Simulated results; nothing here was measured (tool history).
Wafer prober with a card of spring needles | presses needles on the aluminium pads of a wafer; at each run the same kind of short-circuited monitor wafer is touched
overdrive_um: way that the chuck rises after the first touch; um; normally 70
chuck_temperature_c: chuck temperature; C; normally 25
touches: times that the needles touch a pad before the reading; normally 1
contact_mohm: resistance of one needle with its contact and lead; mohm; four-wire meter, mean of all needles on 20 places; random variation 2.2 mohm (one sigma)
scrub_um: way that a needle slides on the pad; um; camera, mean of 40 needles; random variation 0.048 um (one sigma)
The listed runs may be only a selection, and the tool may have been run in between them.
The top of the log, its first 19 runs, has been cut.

At day 9.854: tips cleaned on abrasive film.
Run 20, day 10.171: usual settings but overdrive_um 57 um, touches 3. Result: contact_mohm 245 mohm, scrub_um 13.88 um.
At day 10.383: tips cleaned on abrasive film.
Run 21, day 10.833: usual settings but overdrive_um 66 um. Result: contact_mohm 239 mohm, scrub_um 15.93 um.
At day 10.933: tips cleaned on abrasive film.
Run 22, day 11.325: usual settings but overdrive_um 67 um, chuck_temperature_c 98 C, touches 3. Result: contact_mohm 259 mohm, scrub_um 16.25 um.
At day 11.446: tips cleaned on abrasive film.
At day 11.962: tips cleaned on abrasive film.
Run 23, day 12.042: usual settings but chuck_temperature_c 33 C. Result: contact_mohm 242 mohm, scrub_um 16.95 um.
Run 24, day 12.429: usual settings but overdrive_um 54 um, chuck_temperature_c 33 C. Result: contact_mohm 243 mohm, scrub_um 13.11 um.
At day 12.492: tips cleaned on abrasive film.
Run 25, day 12.862: usual settings but touches 3. Result: contact_mohm 236 mohm, scrub_um 17.02 um.
At day 13.042: tips cleaned on abrasive film.
Run 26, day 13.208: usual settings but overdrive_um 73 um, touches 2. Result: contact_mohm 238 mohm, scrub_um 17.70 um.
At day 13.604: tips cleaned on abrasive film.
Run 27, day 13.796: usual settings but overdrive_um 86 um, chuck_temperature_c 31 C, touches 3. Result: contact_mohm 239 mohm, scrub_um 20.90 um.
At day 14.138: tips cleaned on abrasive film.
Run 28, day 14.175: usual settings but overdrive_um 74 um, chuck_temperature_c 43 C, touches 3. Result: contact_mohm 242 mohm, scrub_um 18.04 um.
Run 29, day 14.471: usual settings but overdrive_um 66 um, chuck_temperature_c 37 C, touches 3. Result: contact_mohm 242 mohm, scrub_um 16.05 um.
At day 14.662: tips cleaned on abrasive film.
Run 30, day 15.008: usual settings but overdrive_um 66 um, chuck_temperature_c 67 C. Result: contact_mohm 257 mohm, scrub_um 16.10 um.
At day 15.196: tips cleaned on abrasive film.
Run 31, day 15.592: usual settings but overdrive_um 66 um, chuck_temperature_c 67 C. Result: contact_mohm 253 mohm, scrub_um 16.17 um.
At day 15.692: height of the first contact set anew.
At day 15.742: tips cleaned on abrasive film.
Run 32, day 15.892: usual settings but overdrive_um 63 um, chuck_temperature_c 111 C. Result: contact_mohm 264 mohm, scrub_um 15.40 um.
At day 16.271: tips cleaned on abrasive film.
Run 33, day 16.271: usual settings but overdrive_um 51 um, chuck_temperature_c 26 C. Result: contact_mohm 246 mohm, scrub_um 12.46 um.

3 ways to go on from here, each from the tool as it stands after run 33. What would each give?
Run A, day 16.617: usual settings but touches 2. Result: contact_mohm ?, scrub_um ?.
Run B, day 16.617: usual settings but overdrive_um 60 um, chuck_temperature_c 109 C, touches 2. Result: contact_mohm ?, scrub_um ?.
Run C, day 16.617: usual settings but overdrive_um 82 um, chuck_temperature_c 89 C, touches 3. Result: contact_mohm ?, scrub_um ?.

run  contact_mohm  scrub_um
  A           238     17.22
  B           260     14.71
  C           253     20.13
What these runs would have given with no unlogged condition in the tool:
run  contact_mohm  scrub_um
  A           238     16.95
  B           260     14.47
  C           253     19.81

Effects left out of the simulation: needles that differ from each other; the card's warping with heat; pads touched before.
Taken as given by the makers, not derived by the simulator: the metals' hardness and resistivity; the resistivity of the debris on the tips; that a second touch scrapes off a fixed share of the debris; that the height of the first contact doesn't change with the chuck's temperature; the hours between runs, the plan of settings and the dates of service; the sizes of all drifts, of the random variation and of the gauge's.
